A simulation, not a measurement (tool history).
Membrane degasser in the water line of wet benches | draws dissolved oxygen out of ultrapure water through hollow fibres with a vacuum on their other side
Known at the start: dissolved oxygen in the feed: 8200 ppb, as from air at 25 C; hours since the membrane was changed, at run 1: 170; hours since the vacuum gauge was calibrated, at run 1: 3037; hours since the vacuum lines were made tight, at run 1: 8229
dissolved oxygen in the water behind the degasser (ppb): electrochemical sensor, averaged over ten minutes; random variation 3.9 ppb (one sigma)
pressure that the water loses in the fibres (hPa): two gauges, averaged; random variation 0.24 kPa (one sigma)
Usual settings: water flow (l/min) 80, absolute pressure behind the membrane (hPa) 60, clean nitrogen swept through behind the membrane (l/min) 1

run,hour,water flow (l/min),absolute pressure behind the membrane (hPa),clean nitrogen swept through behind the membrane (l/min),hours since the membrane was changed,hours since the vacuum gauge was calibrated,hours since the vacuum lines were made tight,dissolved oxygen in the water behind the degasser (ppb),pressure that the water loses in the fibres (hPa)
1,0,80,60,1,170,3037,8229,419.6,601.9
2,38.1,80,60,1,208,3075,8267,407.6,606
3,75.2,80,60,1,245,3112,8304,412.5,606.4
4,132.8,80,60,1,303,3170,8362,411.4,600.6
5,179.9,71,60,1,350,3217,8409,381.3,539.2
6,229,71,60,1,399,3266,8458,368.8,538.7
7,261.4,71,60,1,432,3298,8491,373.7,539.9
8,314,80,60,1,484,3351,8543,409.6,601.4
9,363.5,80,60,1,534,3400,8593,419.9,606.3
10,399.8,80,39.4,1,570,3437,8629,156.5,609.1
11,449.3,80,39.4,1,620,3486,8679,156.1,604.8
12,494.2,80,99.8,1.34,664,3531,8723,750.4,602.3
13,524,80,99.8,1.34,694,3561,8753,742.6,604.3
14,547.5,71,102.9,1.08,718,3584,8777,809.1,540.9
15,581.6,87,74.6,2.76,752,3618,8811,324.7,657.6
16,617.2,70,39.4,1.77,788,3654,8846,96.8,532.3
17,655.5,70,39.4,1.77,826,3692,8885,97.6,533.8
18,709.1,80,109.1,0.51,879,3746,8938,1442.1,609.8

4 ways to go on from here, each from the tool as it stands after run 18. What would each give?
A,767.1,60,45.6,0.51,937,3804,8996,?,?
B,767.1,75,60,0.57,937,3804,8996,?,?
C,767.1,80,60,2.38,937,3804,8996,?,?
D,767.1,80,48,0.51,937,3804,8996,?,?

run,dissolved oxygen in the water behind the degasser (ppb),pressure that the water loses in the fibres (hPa)
A,272.1,455.4
B,547.6,573.8
C,237,609.5
D,373,607.1
Without the tool's hidden state the same runs would have given:
run,dissolved oxygen in the water behind the degasser (ppb),pressure that the water loses in the fibres (hPa)
A,239.1,452.9
B,513.9,570.7
C,222.2,606.2
D,335,603.8

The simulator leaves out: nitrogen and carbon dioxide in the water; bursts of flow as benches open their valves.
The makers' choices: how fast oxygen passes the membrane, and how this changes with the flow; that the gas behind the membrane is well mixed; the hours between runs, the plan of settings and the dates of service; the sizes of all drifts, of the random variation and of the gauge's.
